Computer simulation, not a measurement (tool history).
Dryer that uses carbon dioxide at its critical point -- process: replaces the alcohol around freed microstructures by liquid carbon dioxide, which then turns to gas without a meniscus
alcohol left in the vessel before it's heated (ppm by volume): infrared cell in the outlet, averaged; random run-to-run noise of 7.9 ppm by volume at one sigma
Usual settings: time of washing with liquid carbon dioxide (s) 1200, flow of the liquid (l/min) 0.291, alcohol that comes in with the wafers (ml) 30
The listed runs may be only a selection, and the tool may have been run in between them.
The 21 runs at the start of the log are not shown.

run,hour,time of washing with liquid carbon dioxide (s),flow of the liquid (l/min),alcohol that comes in with the wafers (ml),hours of work since the filter was changed,hours of work since the purifier's bed was changed,alcohol left in the vessel before it's heated (ppm by volume)
22,167.4,1200,0.291,30,112,366,523
23,174.7,1200,0.291,30,118,372,546
24,182.6,960,0.291,78,124,378,2847
25,188,1500,0.291,78,128,382,481
26,195,1500,0.291,78,133,387,489
27,199.4,1440,0.491,57,136,391,80
28,205.2,1440,0.391,90,141,395,168
29,209.8,720,0.249,101,144,399,12352
30,220.1,1200,0.462,30,152,406,104
31,226.1,1920,0.404,101,157,411,73
32,231,1920,0.291,116,160,415,226
33,237.4,780,0.224,118,165,419,15342
34,247.1,780,0.224,118,173,427,15081
35,253.8,960,0.311,49,178,432,1532
36,260.3,960,0.311,49,183,437,1536
37,266.8,1680,0.311,60,188,442,208
38,275.1,1680,0.311,60,194,448,196
39,285.5,840,0.483,23,202,456,245
40,289.9,1260,0.362,73,205,459,411
41,295.4,1260,0.35,40,209,463,305
42,302.7,1440,0.354,33,215,469,157
43,312.4,900,0.237,40,222,476,3618
44,319.3,900,0.237,40,227,482,3552
45,326.3,900,0.237,40,233,487,3696
46,330.7,900,0.177,40,236,490,6806

Forecast each of these 3 alternatives for the next run:
A,335,1500,0.177,28,239,493,?
B,335,900,0.177,37,239,493,?
C,335,900,0.262,22,239,493,?

run,alcohol left in the vessel before it's heated (ppm by volume)
A,1493
B,6324
C,1548
Without the tool's hidden state the same runs would have given:
run,alcohol left in the vessel before it's heated (ppm by volume)
A,1156
B,5527
C,1224
